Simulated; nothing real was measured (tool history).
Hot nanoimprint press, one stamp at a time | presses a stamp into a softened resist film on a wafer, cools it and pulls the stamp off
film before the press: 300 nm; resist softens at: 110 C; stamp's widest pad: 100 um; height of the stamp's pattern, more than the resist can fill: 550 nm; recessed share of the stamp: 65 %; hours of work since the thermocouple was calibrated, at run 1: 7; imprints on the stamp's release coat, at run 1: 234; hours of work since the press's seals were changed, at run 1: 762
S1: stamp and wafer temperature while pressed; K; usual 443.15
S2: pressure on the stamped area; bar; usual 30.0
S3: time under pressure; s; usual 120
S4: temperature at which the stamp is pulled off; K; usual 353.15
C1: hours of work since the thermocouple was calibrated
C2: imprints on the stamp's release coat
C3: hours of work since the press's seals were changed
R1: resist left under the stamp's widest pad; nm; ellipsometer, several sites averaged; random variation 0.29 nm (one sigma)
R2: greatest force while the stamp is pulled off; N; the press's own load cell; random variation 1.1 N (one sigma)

run,day,S1,S2,S3,S4,C1,C2,C3,R1,R2
1,0.000,443.15,30.0,120,353.15,7,234,762,170.7,170
2,2.271,443.15,30.0,120,353.15,50,537,804,170.3,175
3,3.379,443.15,30.0,226,353.15,71,685,825,135.8,176
# day 4.271: stamp cleaned and given a new release coat
4,4.846,443.15,30.0,226,353.15,94,77,848,135.8,166
5,7.304,443.15,30.0,120,353.15,140,405,895,169.3,172
6,9.279,443.15,30.0,137,353.15,177,668,932,161.6,175
# day 10.312: stamp cleaned and given a new release coat
7,11.471,443.15,30.0,137,353.15,214,154,969,160.8,167
8,13.033,443.15,30.0,137,353.15,244,362,998,160.2,171
9,15.333,443.15,30.0,137,353.15,287,669,1042,159.8,173
# day 16.333: stamp cleaned and given a new release coat
# day 16.562: plate thermocouple calibrated
10,17.654,447.15,30.0,120,353.15,21,159,1079,137.2,169
# day 19.200: press's hydraulic seals changed and the load cell set to zero
11,19.312,447.15,30.0,120,353.15,46,336,2,132.7,169
12,21.704,443.15,30.0,120,353.15,91,655,47,165.2,176
# day 22.704: stamp cleaned and given a new release coat
13,23.654,443.15,30.0,120,353.15,123,127,80,164.2,166
14,25.171,443.15,30.0,120,353.15,152,329,108,164.1,167
15,26.746,443.15,30.0,120,353.15,181,539,138,164.1,173
16,27.762,452.15,30.0,120,353.15,201,675,157,97.6,174
# day 28.650: stamp cleaned and given a new release coat
17,29.938,452.15,30.0,120,353.15,237,171,194,97.2,166
18,31.046,432.15,24.7,120,353.15,258,319,215,262.7,169
19,32.350,434.15,30.0,69,353.15,283,493,239,261.9,169
# day 33.600: plate thermocouple calibrated
20,34.158,443.15,30.0,103,360.15,11,717,271,177.3,144
# day 34.738: stamp cleaned and given a new release coat
21,36.192,443.15,30.0,103,360.15,44,194,305,176.3,137
22,38.067,443.15,30.0,138,356.15,80,444,340,160.4,159
23,39.354,451.15,22.4,158,357.15,104,616,364,109.2,155
# day 40.654: stamp cleaned and given a new release coat
24,41.608,451.15,22.4,158,357.15,142,127,402,108.7,147
25,43.408,451.15,22.4,158,350.15,176,367,436,108.2,182
26,44.762,451.15,38.7,158,350.15,202,547,462,83.1,188
27,45.988,451.15,38.7,158,350.15,225,711,485,82.7,190
# day 46.600: stamp cleaned and given a new release coat
28,47.262,451.15,38.7,204,350.15,244,88,504,74.3,182
29,48.771,451.15,38.7,204,356.15,273,289,533,74.1,155

4 ways to go on from here, each from the tool as it stands after run 29. What would each give?
# day 50.533: plate thermocouple calibrated
A,50.533,436.15,30.0,66,351.15,0,508,564,?,?
# day 50.533: plate thermocouple calibrated
B,50.533,453.15,21.3,83,356.15,0,508,564,?,?
# day 50.533: plate thermocouple calibrated
C,50.533,451.15,38.7,109,356.15,0,508,564,?,?
# day 50.533: plate thermocouple calibrated
D,50.533,451.15,34.3,81,341.15,0,508,564,?,?

run,R1,R2
A,256.6,185
B,131.5,160
C,101.1,160
D,120.3,235
Without the tool's hidden state the same runs would have given:
run,R1,R2
A,253.5,175
B,128.1,151
C,97.2,152
D,116.2,223
